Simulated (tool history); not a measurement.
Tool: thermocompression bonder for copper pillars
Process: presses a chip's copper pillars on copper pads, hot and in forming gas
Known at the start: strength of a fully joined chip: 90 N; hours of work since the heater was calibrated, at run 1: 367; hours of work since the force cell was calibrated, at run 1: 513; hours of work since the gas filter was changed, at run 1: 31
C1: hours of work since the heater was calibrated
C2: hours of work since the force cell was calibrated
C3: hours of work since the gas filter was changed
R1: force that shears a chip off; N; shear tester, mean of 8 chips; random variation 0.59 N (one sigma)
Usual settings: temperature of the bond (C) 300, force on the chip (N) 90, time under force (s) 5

run 1 hour=0.0 | temperature_of_the_bond_(C)=300 force_on_the_chip_(N)=90 time_under_force_(s)=5 | C1=367 C2=513 C3=31 | R1=64.5
run 2 hour=26.9 | temperature_of_the_bond_(C)=300 force_on_the_chip_(N)=119 time_under_force_(s)=5 | C1=384 C2=530 C3=48 | R1=70.9
run 3 hour=49.3 | temperature_of_the_bond_(C)=300 force_on_the_chip_(N)=90 time_under_force_(s)=5 | C1=399 C2=545 C3=63 | R1=63.5
run 4 hour=68.4 | temperature_of_the_bond_(C)=300 force_on_the_chip_(N)=90 time_under_force_(s)=5 | C1=411 C2=557 C3=75 | R1=61.7
run 5 hour=84.4 | temperature_of_the_bond_(C)=300 force_on_the_chip_(N)=90 time_under_force_(s)=5 | C1=421 C2=567 C3=86 | R1=61.6
run 6 hour=99.2 | temperature_of_the_bond_(C)=300 force_on_the_chip_(N)=90 time_under_force_(s)=5 | C1=431 C2=577 C3=95 | R1=61.0
run 7 hour=115.6 | temperature_of_the_bond_(C)=300 force_on_the_chip_(N)=90 time_under_force_(s)=5 | C1=442 C2=588 C3=106 | R1=60.7
run 8 hour=132.8 | temperature_of_the_bond_(C)=327 force_on_the_chip_(N)=108 time_under_force_(s)=5 | C1=453 C2=599 C3=117 | R1=73.2
run 9 hour=146.9 | temperature_of_the_bond_(C)=327 force_on_the_chip_(N)=108 time_under_force_(s)=5 | C1=462 C2=608 C3=126 | R1=72.7
run 10 hour=158.8 | temperature_of_the_bond_(C)=327 force_on_the_chip_(N)=64 time_under_force_(s)=5 | C1=470 C2=616 C3=134 | R1=60.5
run 11 hour=185.2 | temperature_of_the_bond_(C)=327 force_on_the_chip_(N)=64 time_under_force_(s)=5 | C1=487 C2=633 C3=151 | R1=60.3
run 12 hour=211.4 | temperature_of_the_bond_(C)=280 force_on_the_chip_(N)=71 time_under_force_(s)=7 | C1=504 C2=650 C3=168 | R1=50.8
run 13 hour=231.4 | temperature_of_the_bond_(C)=280 force_on_the_chip_(N)=71 time_under_force_(s)=7 | C1=517 C2=663 C3=181 | R1=49.5
run 14 hour=248.5 | temperature_of_the_bond_(C)=280 force_on_the_chip_(N)=71 time_under_force_(s)=7 | C1=528 C2=674 C3=192 | R1=48.8

Forecast each of these 4 alternatives for the next run:
run A hour=263.1 | temperature_of_the_bond_(C)=325 force_on_the_chip_(N)=71 time_under_force_(s)=7 | C1=537 C2=683 C3=202 | R1=?
run B hour=263.1 | temperature_of_the_bond_(C)=306 force_on_the_chip_(N)=77 time_under_force_(s)=4 | C1=537 C2=683 C3=202 | R1=?
run C hour=263.1 | temperature_of_the_bond_(C)=300 force_on_the_chip_(N)=123 time_under_force_(s)=11 | C1=537 C2=683 C3=202 | R1=?
run D hour=263.1 | temperature_of_the_bond_(C)=300 force_on_the_chip_(N)=132 time_under_force_(s)=5 | C1=537 C2=683 C3=202 | R1=?

run=A R1=64.3
run=B R1=52.8
run=C R1=72.0
run=D R1=66.6
Without the tool's hidden state the same runs would have given:
run=A R1=73.1
run=B R1=60.0
run=C R1=81.6
run=D R1=75.5
